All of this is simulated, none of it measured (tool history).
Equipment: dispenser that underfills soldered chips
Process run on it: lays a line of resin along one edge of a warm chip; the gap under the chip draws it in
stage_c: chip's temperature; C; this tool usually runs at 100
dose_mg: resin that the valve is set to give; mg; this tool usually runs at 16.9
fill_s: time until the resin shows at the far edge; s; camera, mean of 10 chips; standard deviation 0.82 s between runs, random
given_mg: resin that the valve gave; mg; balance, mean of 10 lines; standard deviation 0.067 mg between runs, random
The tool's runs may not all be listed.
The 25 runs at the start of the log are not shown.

run   hour  stage_c  dose_mg  hours of work since the syringe was changed  hours of work since the valve was cleaned  hours of work since the stage was calibrated  fill_s  given_mg
 26   95.8       95       19                                            7                                         26                                           156   112.2     18.51
 27   99.5       95       19                                            9                                         29                                           159   121.6     18.56
 28  102.2      111     16.4                                           11                                         30                                           160    87.6     16.01
     102.9  -- new syringe of resin
 29  106.8       98     20.2                                            3                                         33                                           163    86.9     19.77
 30    111       88     19.4                                            5                                         36                                           166   129.6     18.88
 31  114.4       88     19.1                                            7                                         38                                           168     139     18.59
     119.9  -- dispensing valve cleaned and set on the balance
 32  120.5      101     19.5                                           11                                          0                                           171   111.3     19.66
     121.3  -- new syringe of resin
 33  125.4      101     19.5                                            3                                          3                                           174      80     19.45
 34  129.5      101     19.5                                            5                                          6                                           177    88.2     19.45
 35  132.1       96     21.1                                            7                                          8                                           179   110.5     20.92
 36    136       90     21.8                                           10                                         10                                           181   143.5     21.68

Forecast each of these 4 alternatives for the next run:
     138.4  -- new syringe of resin
  A  139.3      109     21.2                                            1                                         12                                           183       ?         ?
     138.4  -- new syringe of resin
  B  139.3      112     15.8                                            1                                         12                                           183       ?         ?
     138.4  -- new syringe of resin
  C  139.3      100     20.3                                            1                                         12                                           183       ?         ?
     138.4  -- new syringe of resin
  D  139.3      107     17.7                                            1                                         12                                           183       ?         ?

run  fill_s  given_mg
  A    58.4     21.12
  B    57.9     15.72
  C    75.5     20.09
  D    63.3     17.69
Without the tool's unlogged condition, the same runs would have read:
run  fill_s  given_mg
  A    57.9     21.28
  B    57.3     15.83
  C    74.9     20.24
  D    62.7     17.83

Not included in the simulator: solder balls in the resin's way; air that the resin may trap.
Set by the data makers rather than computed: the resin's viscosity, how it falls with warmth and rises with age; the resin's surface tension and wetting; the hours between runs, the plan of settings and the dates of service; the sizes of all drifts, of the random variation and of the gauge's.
